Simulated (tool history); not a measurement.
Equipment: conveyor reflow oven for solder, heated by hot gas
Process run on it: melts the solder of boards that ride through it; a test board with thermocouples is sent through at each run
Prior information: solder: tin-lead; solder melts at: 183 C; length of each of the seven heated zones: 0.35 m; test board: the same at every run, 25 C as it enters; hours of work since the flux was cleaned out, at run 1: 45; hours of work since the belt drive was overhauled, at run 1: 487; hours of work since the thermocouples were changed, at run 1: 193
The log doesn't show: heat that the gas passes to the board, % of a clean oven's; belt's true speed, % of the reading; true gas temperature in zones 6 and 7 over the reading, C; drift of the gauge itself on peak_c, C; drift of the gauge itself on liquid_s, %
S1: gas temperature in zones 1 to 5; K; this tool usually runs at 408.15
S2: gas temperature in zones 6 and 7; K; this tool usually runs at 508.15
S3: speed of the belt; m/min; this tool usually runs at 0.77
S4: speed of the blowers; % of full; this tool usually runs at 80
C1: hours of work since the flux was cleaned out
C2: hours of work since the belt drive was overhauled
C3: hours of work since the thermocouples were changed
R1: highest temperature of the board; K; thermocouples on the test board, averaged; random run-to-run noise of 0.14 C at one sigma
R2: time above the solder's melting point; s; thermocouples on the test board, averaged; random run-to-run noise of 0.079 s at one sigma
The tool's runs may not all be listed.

run     day      S1      S2     S3  S4   C1   C2   C3      R1     R2
  1       0  408.15  508.15   0.77  80   45  487  193  492.45  41.94
  2   2.583  408.15  508.15   0.77  80   75  516  222  492.45  41.85
  3   4.612  408.15  508.15   0.77  80   98  539  246  492.05  41.71
  4   6.788  408.15  520.15   0.77  80  123  564  270  502.35  46.53
  5   9.558  408.15  508.15   0.77  80  154  596  302  491.85  41.48
  6  12.029  408.15  502.15   0.77  80  182  624  330  486.05  38.55
  7  13.321  408.15  502.15   0.77  80  197  639  345  486.35  38.36
  8  15.646  408.15  502.15   0.77  80  224  665  371  485.85  38.26
  9  17.208  408.15  513.15   0.77  80  242  683  389  495.65  43.37
     17.833  -- flux residue cleaned out of gas plates and filters
 10  19.042  408.15  508.15   0.77  80   14  702  408  490.75  40.98
 11  21.458  408.15  508.15   0.77  80   41  729  435  490.45   40.7
 12  22.912  408.15  508.15   0.77  80   58  746  452  490.15  40.79
 13  25.288  408.15  508.15   0.77  80   85  773  479  490.15  40.64
 14  27.333  408.15  508.15   0.77  80  108  796  502  489.95  40.44
     30.033  -- flux residue cleaned out of gas plates and filters, once more
 15  30.538  408.15  508.15   0.77  80    6  830  537  492.65  42.39
 16  32.162  408.15  508.15   0.77  80   24  849  555  492.45  42.54
 17  34.396  408.15  508.15   0.77  80   50  874  581  492.45  42.04
 18  36.696  408.15  508.15  0.839  66   76  900  607  485.05  33.87
     39.696  -- belt drive overhauled, speed set with a stopwatch
 19  39.771  416.15  508.15  0.701  71  109    1  640  492.85  47.97
 20  42.496  408.15  508.15  0.648  61  140   32  671  491.05  48.22
 21  45.125  412.15  508.15   0.77  80  170   62  701  491.45  41.72
 22  47.608  412.15  505.15  0.709  87  199   90  729  492.45  46.55
 23  49.312  411.15  511.15  0.812  59  218  110  749  484.95  34.53
 24  51.208  411.15  521.15  0.812  68  240  131  770  496.45  41.17
     52.096  -- flux residue cleaned out of gas plates and filters
 25  53.479  393.15  511.15   0.87  55   16  155  794  476.15  22.28
 26  55.508  393.15  511.15   0.87  55   39  178  817  475.95  22.19
 27  58.383  393.15  511.15   0.87  55   72  211  850  476.15  22.08
 28   60.15  393.15  511.15   0.87  55   92  231  870  475.65  22.06
 29  63.088  393.15  511.15   0.87  55  125  264  903  475.55  21.81
 30  65.304  393.15  511.15   0.87  55  151  290  929  475.15  21.59
 31  67.008  408.15  512.15  0.766  80  170  309  948  493.95  42.57

3 options for the next run, each taken on its own from the tool as it stands now. Forecast them:
  A  68.979  408.15  520.15   0.77  80  193  332  971   ?   ?
  B  68.979  408.15  506.15  0.766  53  193  332  971   ?   ?
  C  68.979  408.15  512.15  0.777  51  193  332  971   ?   ?

run      R1     R2
  A  500.85   45.5
  B  479.95  32.12
  C  483.25  34.18
With the hidden condition removed and each run's random variation left untouched, the same runs would have given:
run      R1     R2
  A  503.85  46.51
  B  482.45  33.98
  C  485.65  35.83
